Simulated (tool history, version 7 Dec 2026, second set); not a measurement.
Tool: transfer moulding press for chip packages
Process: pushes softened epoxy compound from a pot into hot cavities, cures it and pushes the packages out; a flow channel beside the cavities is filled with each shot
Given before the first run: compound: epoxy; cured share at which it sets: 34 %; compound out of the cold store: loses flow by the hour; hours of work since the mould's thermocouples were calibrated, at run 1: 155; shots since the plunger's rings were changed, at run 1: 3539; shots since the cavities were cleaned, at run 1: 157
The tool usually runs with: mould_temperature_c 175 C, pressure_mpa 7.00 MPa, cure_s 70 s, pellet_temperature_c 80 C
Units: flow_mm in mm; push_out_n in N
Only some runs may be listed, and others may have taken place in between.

run,hour,mould_temperature_c,pressure_mpa,cure_s,pellet_temperature_c,hours of work since the mould's thermocouples were calibrated,shots since the plunger's rings were changed,shots since the cavities were cleaned,incoming compound's hours out of the cold store,flow_mm,push_out_n
1,0.0,175,7.00,70,80,155,3539,157,31.7,509,628
2,16.4,175,7.00,70,80,165,3777,395,38.2,496,746
3,33.5,175,7.00,70,80,176,4025,643,13.8,533,849
4,53.6,175,7.00,70,80,189,4318,936,9.4,540,945
# hour 68.4: cavities cleaned with cleaning compound and waxed
5,78.4,175,7.00,70,80,204,4657,146,25.0,513,649
6,89.4,175,7.00,70,80,211,4817,306,24.2,513,719
# hour 93.8: plunger's sealing rings changed
7,113.6,175,7.00,70,73,225,287,621,33.7,519,868
8,123.5,175,7.00,70,80,231,431,765,27.2,526,856
9,136.3,173,7.00,70,80,239,617,951,42.1,508,979
# hour 140.3: mould's thermocouples calibrated
10,148.1,172,7.00,70,80,5,761,1095,31.1,527,1116
# hour 153.3: cavities cleaned with cleaning compound and waxed
11,161.7,172,7.00,70,80,13,936,122,42.0,510,760
12,171.8,172,7.00,70,80,19,1083,269,22.3,540,891
13,183.2,172,7.00,70,80,26,1249,435,34.8,517,968
# hour 205.3: mould's thermocouples calibrated, once more
14,207.3,175,7.00,70,80,1,1571,757,31.9,514,886
15,227.7,178,7.00,70,77,14,1867,1053,40.8,495,764
# hour 234.9: cavities cleaned with cleaning compound and waxed
16,248.6,170,5.30,61,79,27,2150,200,20.9,470,1335
17,267.9,180,6.51,55,88,39,2431,481,8.7,520,1153
18,280.9,170,7.00,70,74,47,2619,669,37.7,513,1214
19,298.7,180,5.22,70,88,58,2877,927,42.5,420,643
20,310.8,175,6.17,70,80,66,3055,1105,17.5,500,966
# hour 315.4: cavities cleaned with cleaning compound and waxed
21,323.3,177,7.00,77,84,73,3213,115,12.7,534,448
22,335.9,177,7.00,77,84,81,3397,299,37.8,495,508
23,353.6,177,7.00,77,78,93,3654,556,28.3,508,590
24,367.0,175,5.92,70,87,101,3849,751,34.4,460,859
25,379.6,175,5.92,70,87,109,4033,935,39.4,453,856
# hour 395.1: cavities cleaned with cleaning compound and waxed
26,404.8,175,5.92,70,87,124,4378,141,9.6,495,643
27,415.2,174,6.16,70,80,131,4528,291,29.4,478,759
28,428.2,171,6.16,70,86,139,4717,480,39.5,467,1039

Across each entry between runs, compare the hidden state at the last listed run before it with the hidden state at the first listed run after it:
Runs 4 to 5: cavities cleaned with cleaning compound and waxed (hour 68.4)
  true mould temperature over the reading, C: -0.04 -> -0.07; pressure that reaches the compound, % of what is set: 92.9 -> 92.4; grip of the stained cavities, % over clean ones': 69.8 -> 21.9
  measured result minus the result with no hidden state, flow_mm: -21 -> -20 mm; push_out_n: +394 -> +119 N
Runs 6 to 7: plunger's sealing rings changed (hour 93.8)
  true mould temperature over the reading, C: -0.07 -> -0.09; pressure that reaches the compound, % of what is set: 92.1 -> 99.17; grip of the stained cavities, % over clean ones': 37.6 -> 58.5
  measured result minus the result with no hidden state, flow_mm: -22 -> -2 mm; push_out_n: +198 -> +322 N
Runs 9 to 10: mould's thermocouples calibrated (hour 140.3)
  true mould temperature over the reading, C: -0.12 -> -0.16; pressure that reaches the compound, % of what is set: 98.61 -> 98.38; grip of the stained cavities, % over clean ones': 70.2 -> 73.6
  measured result minus the result with no hidden state, flow_mm: -4 -> -4 mm; push_out_n: +409 -> +481 N
Runs 10 to 11: cavities cleaned with cleaning compound and waxed (hour 153.3)
  true mould temperature over the reading, C: -0.16 -> -0.17; pressure that reaches the compound, % of what is set: 98.38 -> 98.1; grip of the stained cavities, % over clean ones': 73.6 -> 18.8
  measured result minus the result with no hidden state, flow_mm: -4 -> -4 mm; push_out_n: +481 -> +129 N
Runs 13 to 14: mould's thermocouples calibrated, once more (hour 205.3)
  true mould temperature over the reading, C: -0.19 -> -0.18; pressure that reaches the compound, % of what is set: 97.58 -> 97.02; grip of the stained cavities, % over clean ones': 47.8 -> 65.2
  measured result minus the result with no hidden state, flow_mm: -6 -> -8 mm; push_out_n: +319 -> +357 N
Runs 15 to 16: cavities cleaned with cleaning compound and waxed (hour 234.9)
  true mould temperature over the reading, C: -0.2 -> -0.21; pressure that reaches the compound, % of what is set: 96.52 -> 96.06; grip of the stained cavities, % over clean ones': 73.5 -> 28.5
  measured result minus the result with no hidden state, flow_mm: -9 -> -9 mm; push_out_n: +329 -> +308 N
Runs 20 to 21: cavities cleaned with cleaning compound and waxed (hour 315.4)
  true mould temperature over the reading, C: -0.27 -> -0.28; pressure that reaches the compound, % of what is set: 94.51 -> 94.26; grip of the stained cavities, % over clean ones': 74.7 -> 16.4
  measured result minus the result with no hidden state, flow_mm: -14 -> -16 mm; push_out_n: +422 -> +68 N
Runs 25 to 26: cavities cleaned with cleaning compound and waxed (hour 395.1)
  true mould temperature over the reading, C: -0.34 -> -0.36; pressure that reaches the compound, % of what is set: 92.94 -> 92.41; grip of the stained cavities, % over clean ones': 70.2 -> 19.8
  measured result minus the result with no hidden state, flow_mm: -17 -> -19 mm; push_out_n: +364 -> +121 N
